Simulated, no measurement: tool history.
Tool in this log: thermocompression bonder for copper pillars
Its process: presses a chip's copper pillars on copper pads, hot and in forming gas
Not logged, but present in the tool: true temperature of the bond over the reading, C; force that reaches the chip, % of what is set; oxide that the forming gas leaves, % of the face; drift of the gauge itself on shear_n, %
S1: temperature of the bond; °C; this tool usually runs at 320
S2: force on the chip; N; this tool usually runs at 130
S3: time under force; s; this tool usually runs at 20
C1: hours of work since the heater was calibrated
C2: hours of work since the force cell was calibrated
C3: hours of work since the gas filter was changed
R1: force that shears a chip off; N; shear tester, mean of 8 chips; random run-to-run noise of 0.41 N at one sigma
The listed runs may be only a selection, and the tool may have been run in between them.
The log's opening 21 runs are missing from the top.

| run | day | S1 | S2 | S3 | C1 | C2 | C3 | R1 |
|---|---|---|---|---|---|---|---|---|
| 22 | 47.021 | 312 | 152 | 23 | 309 | 843 | 49 | 80 |
|  | 48.45 | gauge calibrated |
| 23 | 49.25 | 320 | 88 | 20 | 345 | 879 | 86 | 51.4 |
| 24 | 51.925 | 320 | 88 | 20 | 389 | 923 | 129 | 51.2 |
| 25 | 53.921 | 320 | 88 | 20 | 421 | 956 | 162 | 51 |
| 26 | 55.546 | 327 | 86 | 24 | 448 | 982 | 189 | 57.2 |
| 27 | 57.271 | 327 | 86 | 24 | 476 | 1011 | 217 | 57.1 |
| 28 | 60.317 | 322 | 114 | 17 | 526 | 1060 | 267 | 62.5 |
| 29 | 63.3 | 323 | 108 | 11 | 575 | 1109 | 315 | 50 |
|  | 66.025 | forming gas filter changed |
| 30 | 66.375 | 323 | 108 | 11 | 625 | 1159 | 6 | 49.9 |
| 31 | 69.329 | 324 | 108 | 24 | 673 | 1207 | 54 | 68 |
| 32 | 72.058 | 334 | 122 | 17 | 718 | 1252 | 99 | 72.9 |
| 33 | 74.604 | 300 | 84 | 20 | 759 | 1294 | 140 | 38.2 |
| 34 | 76.262 | 300 | 84 | 20 | 787 | 1321 | 167 | 38.3 |
| 35 | 78.021 | 300 | 84 | 20 | 815 | 1350 | 196 | 38.4 |
| 36 | 80.75 | 290 | 183 | 13 | 860 | 1394 | 241 | 62.6 |
| 37 | 83.475 | 290 | 183 | 13 | 905 | 1439 | 285 | 63.1 |
| 38 | 86.488 | 333 | 130 | 37 | 954 | 1488 | 335 | 96.1 |
|  | 88.042 | forming gas filter changed |
| 39 | 89.529 | 333 | 130 | 37 | 1003 | 1538 | 24 | 97.1 |

Branching from run 39: 3 alternative next runs. What would each branch give?
| A | 92.05 | 346 | 143 | 37 | 1045 | 1579 | 66 | ? |
| B | 92.05 | 333 | 180 | 22 | 1045 | 1579 | 66 | ? |
| C | 92.05 | 311 | 167 | 37 | 1045 | 1579 | 66 | ? |

| run | R1 |
|---|---|
| A | 112.1 |
| B | 104.8 |
| C | 99.3 |
With no hidden state in the tool, these same runs would have given:
| run | R1 |
|---|---|
| A | 115.5 |
| B | 108 |
| C | 102.3 |
